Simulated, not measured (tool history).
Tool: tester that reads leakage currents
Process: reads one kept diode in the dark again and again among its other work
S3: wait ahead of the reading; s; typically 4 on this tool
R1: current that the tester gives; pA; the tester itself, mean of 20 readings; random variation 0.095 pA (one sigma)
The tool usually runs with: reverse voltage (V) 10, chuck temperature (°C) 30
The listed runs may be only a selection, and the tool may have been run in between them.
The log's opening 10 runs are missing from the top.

Run 11, hour 1357.6: usual settings but reverse voltage (V) 5.5. Result: R1 20.24 pA.
Run 12, hour 1459.5: usual settings but reverse voltage (V) 5.5. Result: R1 20.31 pA.
At hour 1560.3: chuck's temperature calibrated.
Run 13, hour 1576.7: usual settings but reverse voltage (V) 5.5, S3 0.49 s. Result: R1 23.02 pA.
Run 14, hour 1686.8: usual settings but S3 0.47 s. Result: R1 32.41 pA.
Run 15, hour 1830.2: usual settings but S3 3.9 s. Result: R1 29.28 pA.
Run 16, hour 1971.9: usual settings but S3 9.47 s. Result: R1 29.05 pA.
Run 17, hour 2048.3: usual settings but S3 9.47 s. Result: R1 29.03 pA.
Run 18, hour 2132.4: usual settings but reverse voltage (V) 19.6, chuck temperature (°C) 38. Result: R1 69.1 pA.
Run 19, hour 2267.4: usual settings but reverse voltage (V) 19.6, chuck temperature (°C) 38. Result: R1 69.66 pA.
Run 20, hour 2361.7: usual settings but chuck temperature (°C) 26, S3 0.67 s. Result: R1 24.62 pA.
At hour 2442.4: tester calibrated.
Run 21, hour 2479.1: usual settings but chuck temperature (°C) 26, S3 0.67 s. Result: R1 24.17 pA.
Run 22, hour 2570.4: usual settings but S3 3.12 s. Result: R1 28.65 pA.
Run 23, hour 2647.2: usual settings but reverse voltage (V) 1.3, chuck temperature (°C) 21, S3 0.35 s. Result: R1 5.74 pA.
Run 24, hour 2744.7: usual settings but reverse voltage (V) 1.3, chuck temperature (°C) 27, S3 0.39 s. Result: R1 8.46 pA.
Run 25, hour 2886.9: usual settings but reverse voltage (V) 17.3, chuck temperature (°C) 38, S3 3.17 s. Result: R1 63.74 pA.
At hour 2951.6: chuck's temperature calibrated.
Run 26, hour 2965.4: usual settings but chuck temperature (°C) 26. Result: R1 22.96 pA.
Run 27, hour 3084.7: usual settings but reverse voltage (V) 3.6, chuck temperature (°C) 23, S3 0.48 s. Result: R1 11.89 pA.
Run 28, hour 3231.9: usual settings but reverse voltage (V) 6.7, chuck temperature (°C) 27, S3 0.86 s. Result: R1 20.66 pA.
Run 29, hour 3333.7: usual settings but reverse voltage (V) 6.7, chuck temperature (°C) 27, S3 1.29 s. Result: R1 20.13 pA.
Run 30, hour 3405.8: usual settings but reverse voltage (V) 6.7, chuck temperature (°C) 27, S3 1.29 s. Result: R1 20.17 pA.
Run 31, hour 3474.1: usual settings but reverse voltage (V) 6.7, chuck temperature (°C) 27, S3 1.29 s. Result: R1 20.15 pA.
Run 32, hour 3635.5: usual settings but reverse voltage (V) 10.4, chuck temperature (°C) 52, S3 0.93 s. Result: R1 117.38 pA.
Run 33, hour 3733.4: usual settings but S3 3.18 s. Result: R1 29.53 pA.
Run 34, hour 3811.4: usual settings but reverse voltage (V) 3.7, S3 2.58 s. Result: R1 17.24 pA.

Consider 5 possible next runs. They are alternatives, not a sequence: every one starts from the tool as it was left by run 34. What does each give?
Run A, hour 3963.6: usual settings but reverse voltage (V) 2.8, S3 1.69 s. Result: R1 ?.
Run B, hour 3963.6: usual settings but reverse voltage (V) 9, S3 0.44 s. Result: R1 ?.
Run C, hour 3963.6: usual settings but reverse voltage (V) 6.6, S3 5.86 s. Result: R1 ?.
Run D, hour 3963.6: usual settings but reverse voltage (V) 5.9, chuck temperature (°C) 31, S3 2.58 s. Result: R1 ?.
Run E, hour 3963.6: usual settings but chuck temperature (°C) 29, S3 0.59 s. Result: R1 ?.

run     R1
  A  14.83
  B  30.49
  C  23.28
  D  23.61
  E  29.97
Without the tool's unlogged condition, the same runs would have read:
run     R1
  A  14.37
  B  28.29
  C  21.77
  D  22.35
  E  27.42
